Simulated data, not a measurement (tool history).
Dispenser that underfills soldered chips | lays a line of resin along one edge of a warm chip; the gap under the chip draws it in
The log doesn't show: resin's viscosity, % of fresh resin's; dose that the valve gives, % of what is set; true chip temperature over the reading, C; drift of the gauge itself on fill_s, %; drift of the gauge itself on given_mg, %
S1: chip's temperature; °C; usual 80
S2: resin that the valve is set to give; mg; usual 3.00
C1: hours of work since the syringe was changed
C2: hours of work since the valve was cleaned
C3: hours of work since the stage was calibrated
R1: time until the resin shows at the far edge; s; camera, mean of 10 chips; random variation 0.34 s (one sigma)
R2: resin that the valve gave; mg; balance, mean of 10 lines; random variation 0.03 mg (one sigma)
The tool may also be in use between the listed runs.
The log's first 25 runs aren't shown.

At hour 157.2: new syringe of resin.
Run 26, hour 160.8: usual settings but S1 67 °C, S2 3.43 mg; C1 3; C2 100; C3 140. Result: R1 25.7 s, R2 3.14 mg.
At hour 165.0: new syringe of resin.
Run 27, hour 169.0: usual settings but S1 87 °C, S2 2.63 mg; C1 3; C2 107; C3 147. Result: R1 14.1 s, R2 2.41 mg.
At hour 173.2: new syringe of resin.
Run 28, hour 174.6: usual settings but S1 76 °C, S2 3.84 mg; C1 1; C2 111; C3 151. Result: R1 17.7 s, R2 3.50 mg.
At hour 178.8: dispensing valve cleaned and set on the balance.
At hour 182.0: new syringe of resin.
Run 29, hour 184.3: usual settings but S1 69 °C, S2 3.41 mg; C1 2; C2 4; C3 157. Result: R1 23.3 s, R2 3.41 mg.
At hour 189.9: new syringe of resin.
Run 30, hour 192.6: usual settings but S1 77 °C, S2 3.16 mg; C1 2; C2 10; C3 164. Result: R1 17.4 s, R2 3.09 mg.
At hour 197.8: new syringe of resin.
Run 31, hour 199.9: usual settings but S1 86 °C, S2 2.58 mg; C1 2; C2 16; C3 169. Result: R1 13.1 s, R2 2.56 mg.
At hour 205.7: new syringe of resin.
Run 32, hour 205.8: usual settings but S1 94 °C, S2 3.55 mg; C1 0; C2 20; C3 173. Result: R1 8.8 s, R2 3.51 mg.
At hour 214.0: new syringe of resin.
Run 33, hour 214.0: usual settings but S1 68 °C, S2 2.97 mg; C1 0; C2 26; C3 180. Result: R1 23.0 s, R2 2.95 mg.
Run 34, hour 218.0: usual settings but S1 78 °C, S2 3.70 mg; C1 3; C2 29; C3 183. Result: R1 17.4 s, R2 3.62 mg.

Forecast each of these 3 alternatives for the next run:
At hour 221.7: new syringe of resin.
Run A, hour 222.0: usual settings but S2 3.09 mg; C1 0; C2 32; C3 186. Result: R1 ?, R2 ?.
At hour 221.7: new syringe of resin.
Run B, hour 222.0: usual settings but S1 92 °C, S2 3.70 mg; C1 0; C2 32; C3 186. Result: R1 ?, R2 ?.
At hour 221.7: new syringe of resin.
Run C, hour 222.0: usual settings but S1 93 °C, S2 3.23 mg; C1 0; C2 32; C3 186. Result: R1 ?, R2 ?.

run    R1    R2
  A  14.7  3.06
  B   9.6  3.62
  C   9.5  3.14
Without the tool's hidden state the same runs would have given:
run    R1    R2
  A  14.9  3.13
  B   9.7  3.70
  C   9.7  3.22
